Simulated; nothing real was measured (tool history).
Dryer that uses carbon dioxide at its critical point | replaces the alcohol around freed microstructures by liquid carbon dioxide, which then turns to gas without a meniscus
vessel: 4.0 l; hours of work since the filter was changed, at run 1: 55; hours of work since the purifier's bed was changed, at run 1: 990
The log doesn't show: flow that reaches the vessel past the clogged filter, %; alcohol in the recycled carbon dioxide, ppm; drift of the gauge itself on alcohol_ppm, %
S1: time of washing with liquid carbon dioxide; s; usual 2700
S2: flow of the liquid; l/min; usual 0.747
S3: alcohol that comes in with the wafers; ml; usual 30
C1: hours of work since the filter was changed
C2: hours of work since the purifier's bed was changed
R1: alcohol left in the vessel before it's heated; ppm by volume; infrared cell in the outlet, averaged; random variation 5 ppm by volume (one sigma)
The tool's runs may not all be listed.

run,day,S1,S2,S3,C1,C2,R1
1,0,2700,0.747,30,55,990,223
2,2.004,2700,0.747,30,81,1016,220
3,3.917,2700,0.747,51,107,1042,235
4,5.733,2700,0.747,51,131,1066,246
5,6.788,2700,0.747,51,145,1080,233
6,8.021,2580,0.747,30,161,1096,237
7,9.875,2580,0.747,30,186,1121,255
8,11.75,2700,0.747,50,211,1145,257
# day 11.921: inlet filter changed
9,13.546,2700,0.747,50,22,1169,252
10,15.633,2700,0.688,30,49,1196,244
11,17.917,2700,0.905,30,79,1227,249
12,18.908,2700,0.905,30,93,1240,256
13,20.812,2700,0.905,30,118,1265,260
14,22.35,2700,0.905,30,138,1285,266
15,23.542,2700,0.905,30,154,1301,270
16,25.346,3300,0.747,30,178,1325,273
17,27.621,2700,0.747,30,208,1355,291
# day 28.042: inlet filter changed
18,29.771,2700,0.747,30,23,1383,288
# day 30.25: purifier's bed changed
19,32.096,2700,0.747,30,52,24,20
20,34.354,2700,0.747,30,82,54,20
21,35.808,2700,0.747,30,101,74,19
22,37.925,2700,0.747,30,129,102,27
23,39.175,3300,0.747,30,146,118,26
24,40.95,2700,0.769,30,169,142,39
25,43.162,2700,0.737,54,199,171,56
# day 44.158: inlet filter changed
26,45.225,2700,0.747,21,14,198,53
27,46.862,2040,0.565,105,36,220,414
28,48.754,2040,0.565,105,61,245,460
29,51.083,1620,0.554,91,92,275,1054
30,53.075,3960,0.689,91,118,302,63
31,54.25,3960,0.689,91,134,317,61
32,55.429,3960,0.689,91,149,333,75
33,57.504,3960,1.044,22,177,361,78
34,59.625,3960,1.044,22,205,389,90
# day 60.225: inlet filter changed
35,61.167,4020,1.044,22,12,409,94
36,62.992,2700,1.022,30,37,433,93
37,64.088,2700,1.022,39,51,447,102
38,66.192,2700,1.022,39,79,475,107
39,67.383,2700,0.618,40,95,491,129
40,69.379,2700,0.615,26,121,517,131
41,71.467,3900,0.47,30,149,545,122
42,73.008,3900,0.47,30,169,565,144
43,74.725,3780,0.6,30,192,588,120
# day 76.262: inlet filter changed
44,77.05,3780,0.6,30,10,618,124
45,78.321,2940,1.249,26,27,635,130
46,80.496,3540,0.537,26,56,664,148
47,81.671,2700,0.747,64,72,680,160
48,83.838,2700,0.747,64,100,708,158

3 ways to go on from here, each from the tool as it stands after run 48. What would each give?
A,85.871,4200,0.611,30,127,735,?
B,85.871,2700,0.747,55,127,735,?
C,85.871,3060,0.747,30,127,735,?

run,R1
A,160
B,172
C,149
Without the tool's hidden state the same runs would have given:
run,R1
A,9
B,17
C,5
